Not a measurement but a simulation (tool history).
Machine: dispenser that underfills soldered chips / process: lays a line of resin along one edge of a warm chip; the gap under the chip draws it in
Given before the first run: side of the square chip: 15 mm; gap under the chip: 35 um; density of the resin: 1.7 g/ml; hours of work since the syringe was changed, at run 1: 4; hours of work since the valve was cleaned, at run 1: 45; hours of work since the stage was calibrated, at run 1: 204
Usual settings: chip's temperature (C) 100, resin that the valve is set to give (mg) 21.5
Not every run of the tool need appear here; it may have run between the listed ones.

run   hour  chip's temperature (C)  resin that the valve is set to give (mg)  hours of work since the syringe was changed  hours of work since the valve was cleaned  hours of work since the stage was calibrated  time until the resin shows at the far edge (s)  resin that the valve gave (mg)
  1    0.0                     100                                      21.5                                            4                                         45                                           204                                           505.7                           20.76
  2    5.9                     100                                      21.5                                            8                                         49                                           209                                           714.7                           20.45
       9.3  -- new syringe of resin
  3   16.3                     100                                      21.5                                            5                                         56                                           216                                           531.0                           20.55
  4   22.5                     100                                      21.5                                            9                                         60                                           220                                           773.5                           20.42
      24.2  -- new syringe of resin
  5   32.5                     100                                      19.4                                            6                                         67                                           227                                           600.2                           18.32
      36.5  -- dispensing valve cleaned and set on the balance
  6   37.8                     100                                      19.4                                            9                                          1                                           230                                           768.7                           19.55
      40.0  -- new syringe of resin
  7   42.6                     100                                      19.4                                            2                                          4                                           233                                           430.3                           19.35
  8   48.1                     100                                      19.4                                            6                                          8                                           237                                           591.1                           19.24
      54.8  -- new syringe of resin
  9   54.8                     100                                      19.4                                            0                                         12                                           241                                           374.4                           19.30
 10   60.2                     100                                      19.4                                            4                                         16                                           245                                           495.9                           19.11
      69.7  -- new syringe of resin
 11   69.7                     100                                      19.4                                            0                                         23                                           252                                           382.3                           19.06
 12   74.0                     100                                      19.4                                            3                                         26                                           255                                           489.6                           19.08
 13   80.5                     100                                      21.5                                            8                                         30                                           259                                           700.0                           20.95
      85.0  -- new syringe of resin
 14   89.7                     100                                      23.6                                            3                                         37                                           265                                           471.3                           22.83
      99.8  -- new syringe of resin
 15   99.8                     100                                      23.6                                            0                                         43                                           272                                           356.8                           22.68
 16  110.1                     100                                      21.7                                            7                                         51                                           280                                           651.4                           20.89
     115.2  -- new syringe of resin
 17  117.0                      99                                      22.0                                            1                                         55                                           284                                           429.1                           21.04
 18  124.4                      99                                      22.0                                            7                                         61                                           289                                           640.4                           20.96
     130.5  -- new syringe of resin
 19  133.1                     105                                      26.8                                            2                                         66                                           295                                           365.4                           25.63
     138.1  -- dispensing valve cleaned and set on the balance
 20  143.5                     105                                      26.8                                            8                                          4                                           302                                           630.0                           26.59
     146.7  -- new syringe of resin
 21  150.4                     105                                      26.8                                            3                                          8                                           306                                           394.3                           26.63
 22  156.8                     107                                      24.1                                            7                                         13                                           311                                           524.9                           23.87
     161.5  -- new syringe of resin
 23  164.5                      99                                      19.4                                            2                                         18                                           316                                           451.6                           19.09
 24  171.0                      97                                      21.5                                            7                                         23                                           321                                           683.4                           21.21
 25  175.4                     103                                      21.1                                           10                                         26                                           324                                           732.7                           20.75
     176.5  -- new syringe of resin
 26  185.5                      94                                      24.0                                            6                                         33                                           331                                           743.5                           23.48
     191.3  -- new syringe of resin
 27  191.3                      94                                      24.0                                            0                                         36                                           335                                           444.1                           23.52
 28  195.7                     114                                      25.0                                            3                                         40                                           338                                           316.1                           24.20
     206.0  -- new syringe of resin
 29  206.3                     100                                      26.7                                            0                                         47                                           345                                           376.7                           25.83
 30  213.0                     113                                      19.0                                            5                                         52                                           350                                           400.2                           18.22
     220.9  -- new syringe of resin
 31  221.5                     115                                      22.0                                            0                                         57                                           355                                           253.3                           21.03

Each row is a separate what-if for the run after 31, all from the same tool condition, not one after another. Results?
  A  225.7                     112                                      26.7                                            3                                         60                                           358                                               ?                               ?
  B  225.7                      94                                      27.3                                            3                                         60                                           358                                               ?                               ?
  C  225.7                      94                                      21.5                                            3                                         60                                           358                                               ?                               ?
  D  225.7                      91                                      21.9                                            3                                         60                                           358                                               ?                               ?

run  time until the resin shows at the far edge (s)  resin that the valve gave (mg)
  A                                           350.6                           25.50
  B                                           569.9                           25.96
  C                                           583.5                           20.57
  D                                           644.3                           20.92
Without the tool's hidden state the same runs would have given:
run  time until the resin shows at the far edge (s)  resin that the valve gave (mg)
  A                                           262.5                           26.72
  B                                           425.9                           27.20
  C                                           434.0                           21.55
  D                                           479.5                           21.92

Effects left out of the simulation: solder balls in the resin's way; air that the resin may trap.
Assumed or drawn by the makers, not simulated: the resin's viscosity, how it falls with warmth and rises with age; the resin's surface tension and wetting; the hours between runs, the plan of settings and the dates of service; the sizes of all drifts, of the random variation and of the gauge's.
